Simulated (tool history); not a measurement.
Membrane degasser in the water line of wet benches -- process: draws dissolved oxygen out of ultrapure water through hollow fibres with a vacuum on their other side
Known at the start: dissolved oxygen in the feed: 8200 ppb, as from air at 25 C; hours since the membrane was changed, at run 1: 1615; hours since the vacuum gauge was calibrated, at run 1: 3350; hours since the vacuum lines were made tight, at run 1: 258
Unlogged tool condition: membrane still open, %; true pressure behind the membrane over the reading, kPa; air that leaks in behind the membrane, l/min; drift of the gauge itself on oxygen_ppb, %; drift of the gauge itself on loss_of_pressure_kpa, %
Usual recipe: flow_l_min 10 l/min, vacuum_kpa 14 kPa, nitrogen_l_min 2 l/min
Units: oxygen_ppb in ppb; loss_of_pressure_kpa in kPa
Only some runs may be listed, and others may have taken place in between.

run	hour	flow_l_min	vacuum_kpa	nitrogen_l_min	hours since the membrane was changed	hours since the vacuum gauge was calibrated	hours since the vacuum lines were made tight	oxygen_ppb	loss_of_pressure_kpa
1	0	10	14	2	1615	3350	258	136.7	39.64
2	38.2	10	14	2	1653	3388	296	136.9	39.94
3	86.1	10	14	2	1701	3436	344	136	39.67
4	122.5	10	14	2	1738	3473	380	137.2	39.81
5	167.8	12	14	2	1783	3518	425	166.6	47.84
6	218.3	8	14	2	1834	3568	476	108.3	31.79
7	247.1	10	14	2.23	1862	3597	505	123.3	39.81
8	292.9	13	14	2	1908	3643	551	183.3	51.9
9	333.3	6	14	2	1949	3683	591	80.4	24.03
10	360.6	6	14	2	1976	3711	618	80.3	23.87
11	407.8	10	14	1.12	2023	3758	665	230.7	39.55
12	441	7	14	2	2056	3791	699	94.2	27.88
13	482	7	14	2	2097	3832	740	94.2	27.87
14	513.7	7	14	2	2129	3864	771	93.6	27.88
15	546.9	10	12.7	2	2162	3897	804	120.9	39.75
16	580.2	10	29.2	2	2195	3930	838	312.4	39.77
17	624	10	29.2	2	2239	3974	882	311.2	39.82
18	648.6	10	29.2	2	2264	3999	906	315.8	39.84
19	670.3	8	34	2.63	2286	4020	928	228.5	31.77
20	710.1	10	16.6	1.98	2325	4060	968	169.5	39.85
21	762.1	8	29.2	3.75	2377	4112	1020	139.4	31.88
22	809.3	7	18.1	4.41	2425	4159	1067	61.1	27.82
23	834.2	12	17.7	2.37	2449	4184	1092	188.8	47.83
24	864.7	7	30.7	2.91	2480	4215	1122	163.1	27.66
25	888.5	7	30.7	2.91	2504	4239	1146	163.8	27.82
26	914.3	7	30.7	2.91	2530	4264	1172	163.1	27.85
27	950.1	7	30.7	2.91	2565	4300	1208	163.4	27.81
28	981.5	7	30.7	2.91	2597	4332	1239	164.3	27.81
29	1016.3	11	13.2	1.03	2632	4366	1274	255.7	43.59
30	1058.6	8	9.2	1.03	2674	4409	1316	113.6	31.92
31	1110.3	8	9.2	1.03	2726	4460	1368	113.6	31.85
32	1160.6	7	18.1	5.93	2776	4511	1418	45.9	27.75

Each row is a separate what-if for the run after 32, all from the same tool condition, not one after another. Results?
A	1195.2	12	16.6	5.93	2810	4545	1453	?	?
B	1195.2	10	26.6	2	2810	4545	1453	?	?
C	1195.2	6	31.4	3.88	2810	4545	1453	?	?
D	1195.2	6	22.8	1.94	2810	4545	1453	?	?

run	oxygen_ppb	loss_of_pressure_kpa
A	79.5	47.69
B	283.5	39.76
C	108.8	23.76
D	148.6	23.94
With the hidden condition removed and each run's random variation left untouched, the same runs would have given:
run	oxygen_ppb	loss_of_pressure_kpa
A	79.4	47.68
B	283.3	39.75
C	108.7	23.76
D	148.5	23.93
